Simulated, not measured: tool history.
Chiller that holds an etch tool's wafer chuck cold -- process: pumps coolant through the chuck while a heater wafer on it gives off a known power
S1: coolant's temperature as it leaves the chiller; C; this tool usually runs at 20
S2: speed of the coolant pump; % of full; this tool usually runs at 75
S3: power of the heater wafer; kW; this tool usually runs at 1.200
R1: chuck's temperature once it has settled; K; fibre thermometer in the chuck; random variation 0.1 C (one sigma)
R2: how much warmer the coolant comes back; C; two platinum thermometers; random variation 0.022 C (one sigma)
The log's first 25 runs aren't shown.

Run 26, hour 939.5: usual settings but S2 85 % of full. Result: R1 307.95 K, R2 2.40 C.
Run 27, hour 976.4: usual settings but S2 85 % of full. Result: R1 307.85 K, R2 2.42 C.
Run 28, hour 1022.9: usual settings but S1 13 C, S2 62 % of full, S3 1.244 kW. Result: R1 306.45 K, R2 3.58 C.
Run 29, hour 1045.4: usual settings but S1 17 C, S2 72 % of full. Result: R1 307.25 K, R2 2.91 C.
Run 30, hour 1070.3: usual settings but S1 29 C, S2 87 % of full, S3 1.334 kW. Result: R1 318.15 K, R2 2.63 C.
Run 31, hour 1098.1: usual settings but S1 15 C, S2 87 % of full, S3 0.770 kW. Result: R1 297.35 K, R2 1.52 C.
Run 32, hour 1145.1: usual settings but S1 15 C, S2 87 % of full, S3 0.770 kW. Result: R1 297.55 K, R2 1.54 C.
Run 33, hour 1192.0: usual settings but S1 15 C, S2 87 % of full, S3 0.770 kW. Result: R1 297.55 K, R2 1.53 C.

Each row is a separate what-if for the run after 33, all from the same tool condition, not one after another. Results?
Run A, hour 1236.8: usual settings but S1 25 C, S2 100 % of full, S3 0.770 kW. Result: R1 ?, R2 ?.
Run B, hour 1236.8: usual settings but S1 16 C, S2 87 % of full, S3 1.125 kW. Result: R1 ?, R2 ?.
Run C, hour 1236.8: usual settings but S1 16 C, S2 87 % of full, S3 1.038 kW. Result: R1 ?, R2 ?.

run      R1    R2
  A  306.45  1.28
  B  302.75  2.24
  C  301.75  2.06
Take away the tool's hidden state, keep each run's random variation, and the runs would have read:
run      R1    R2
  A  305.65  1.27
  B  301.45  2.22
  C  300.55  2.04
